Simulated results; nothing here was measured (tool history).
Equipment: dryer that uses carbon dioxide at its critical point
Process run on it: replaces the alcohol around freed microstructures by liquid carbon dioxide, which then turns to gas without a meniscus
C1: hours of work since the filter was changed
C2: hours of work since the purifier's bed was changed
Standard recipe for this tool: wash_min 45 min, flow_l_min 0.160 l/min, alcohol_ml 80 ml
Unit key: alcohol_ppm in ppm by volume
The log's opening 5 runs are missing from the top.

{"run": 6, "hour": 37.8, "wash_min": 45, "flow_l_min": 0.16, "alcohol_ml": 80, "C1": 190, "C2": 105, "alcohol_ppm": 604}
{"run": 7, "hour": 43.2, "wash_min": 45, "flow_l_min": 0.16, "alcohol_ml": 80, "C1": 192, "C2": 107, "alcohol_ppm": 595}
{"run": 8, "hour": 55.8, "wash_min": 45, "flow_l_min": 0.16, "alcohol_ml": 80, "C1": 197, "C2": 112, "alcohol_ppm": 595}
{"run": 9, "hour": 62.7, "wash_min": 33, "flow_l_min": 0.16, "alcohol_ml": 80, "C1": 200, "C2": 115, "alcohol_ppm": 2257}
{"run": 10, "hour": 67.8, "wash_min": 45, "flow_l_min": 0.16, "alcohol_ml": 80, "C1": 202, "C2": 117, "alcohol_ppm": 634}
{"run": 11, "hour": 79.9, "wash_min": 45, "flow_l_min": 0.155, "alcohol_ml": 80, "C1": 207, "C2": 122, "alcohol_ppm": 731}
{"run": 12, "hour": 90.8, "wash_min": 45, "flow_l_min": 0.226, "alcohol_ml": 80, "C1": 212, "C2": 127, "alcohol_ppm": 107}
{"run": 13, "hour": 98.1, "wash_min": 45, "flow_l_min": 0.226, "alcohol_ml": 80, "C1": 215, "C2": 130, "alcohol_ppm": 107}
{"run": 14, "hour": 103.8, "wash_min": 45, "flow_l_min": 0.16, "alcohol_ml": 62, "C1": 217, "C2": 132, "alcohol_ppm": 515}
{"run": 15, "hour": 114.3, "wash_min": 45, "flow_l_min": 0.16, "alcohol_ml": 62, "C1": 222, "C2": 137, "alcohol_ppm": 501}
{"run": 16, "hour": 126.8, "wash_min": 45, "flow_l_min": 0.163, "alcohol_ml": 80, "C1": 227, "C2": 142, "alcohol_ppm": 601}
{"run": 17, "hour": 136.3, "wash_min": 45, "flow_l_min": 0.163, "alcohol_ml": 80, "C1": 231, "C2": 146, "alcohol_ppm": 581}
{"run": 18, "hour": 147.5, "wash_min": 45, "flow_l_min": 0.163, "alcohol_ml": 80, "C1": 235, "C2": 150, "alcohol_ppm": 624}
{"run": 19, "hour": 159.9, "wash_min": 40, "flow_l_min": 0.163, "alcohol_ml": 64, "C1": 241, "C2": 155, "alcohol_ppm": 865}
{"run": 20, "hour": 165.0, "wash_min": 65, "flow_l_min": 0.122, "alcohol_ml": 94, "C1": 243, "C2": 158, "alcohol_ppm": 486}
{"run": 21, "hour": 177.2, "wash_min": 62, "flow_l_min": 0.177, "alcohol_ml": 62, "C1": 248, "C2": 163, "alcohol_ppm": 57}
{"run": 22, "hour": 183.3, "wash_min": 62, "flow_l_min": 0.134, "alcohol_ml": 62, "C1": 250, "C2": 165, "alcohol_ppm": 268}
{"run": 23, "hour": 194.6, "wash_min": 34, "flow_l_min": 0.163, "alcohol_ml": 34, "C1": 255, "C2": 170, "alcohol_ppm": 888}
{"run": 24, "hour": 202.4, "wash_min": 34, "flow_l_min": 0.163, "alcohol_ml": 34, "C1": 258, "C2": 173, "alcohol_ppm": 922}
{"run": 25, "hour": 208.0, "wash_min": 34, "flow_l_min": 0.163, "alcohol_ml": 34, "C1": 260, "C2": 175, "alcohol_ppm": 905}
{"run": 26, "hour": 218.0, "wash_min": 45, "flow_l_min": 0.133, "alcohol_ml": 33, "C1": 265, "C2": 179, "alcohol_ppm": 654}
{"run": 27, "hour": 230.2, "wash_min": 45, "flow_l_min": 0.16, "alcohol_ml": 37, "C1": 270, "C2": 185, "alcohol_ppm": 335}
{"run": 28, "hour": 239.2, "wash_min": 45, "flow_l_min": 0.16, "alcohol_ml": 37, "C1": 273, "C2": 188, "alcohol_ppm": 355}
{"run": 29, "hour": 247.8, "wash_min": 28, "flow_l_min": 0.263, "alcohol_ml": 34, "C1": 277, "C2": 192, "alcohol_ppm": 319}

Run 30, settings as shown, results not yet in. Your forecast:
{"run": 30, "hour": 253.7, "wash_min": 55, "flow_l_min": 0.204, "alcohol_ml": 62, "C1": 279, "C2": 194, "alcohol_ppm": "?"}

{"run 30": {"alcohol_ppm": 68}}
If the tool had no hidden condition, the same run with the same run-to-run variation would have returned alcohol_ppm 22 ppm by volume.
